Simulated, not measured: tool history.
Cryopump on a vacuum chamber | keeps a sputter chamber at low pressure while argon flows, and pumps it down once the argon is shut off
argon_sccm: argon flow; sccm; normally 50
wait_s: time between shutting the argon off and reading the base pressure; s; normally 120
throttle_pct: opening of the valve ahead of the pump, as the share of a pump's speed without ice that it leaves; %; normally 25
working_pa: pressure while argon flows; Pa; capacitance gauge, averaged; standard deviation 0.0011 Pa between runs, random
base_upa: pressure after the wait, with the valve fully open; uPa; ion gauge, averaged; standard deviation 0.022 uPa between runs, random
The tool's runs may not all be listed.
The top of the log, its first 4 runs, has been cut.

run	hour	argon_sccm	wait_s	throttle_pct	working_pa	base_upa
5	151.1	50	120	25	0.2604	1.05
6	174.7	34	120	25	0.177	1.14
7	223.7	34	120	25	0.1792	1.2
8	249.3	50	120	25	0.2622	1.19
9	294.6	50	120	25	0.2661	1.3
10	321.9	50	120	25	0.2663	1.33
11	372.1	50	120	25	0.266	1.39
12	402.1	50	120	25	0.2669	1.45
13	454.5	50	120	25	0.2688	1.5
14	485.6	50	120	25	0.2692	1.53
15	537	50	120	25	0.2708	1.61
16	569.7	90	120	25	0.4901	1.69
17	618.3	50	120	46	0.1565	1.77
# hour 637.1: pump warmed up, emptied and cooled again
18	673.9	50	120	27	0.2387	1.55
19	714.9	50	120	27	0.2401	1.58
20	752.7	50	120	27	0.2391	1.69
21	793	50	120	27	0.242	1.75

Run 22 has not been measured yet. What should we expect?
22	830	50	297	27	?	?

{"run 22": {"working_pa": 0.242, "base_upa": 1.49}}
Minus the tool's unlogged condition, the same run would have read working_pa 0.2364 Pa, base_upa 0.4 uPa.

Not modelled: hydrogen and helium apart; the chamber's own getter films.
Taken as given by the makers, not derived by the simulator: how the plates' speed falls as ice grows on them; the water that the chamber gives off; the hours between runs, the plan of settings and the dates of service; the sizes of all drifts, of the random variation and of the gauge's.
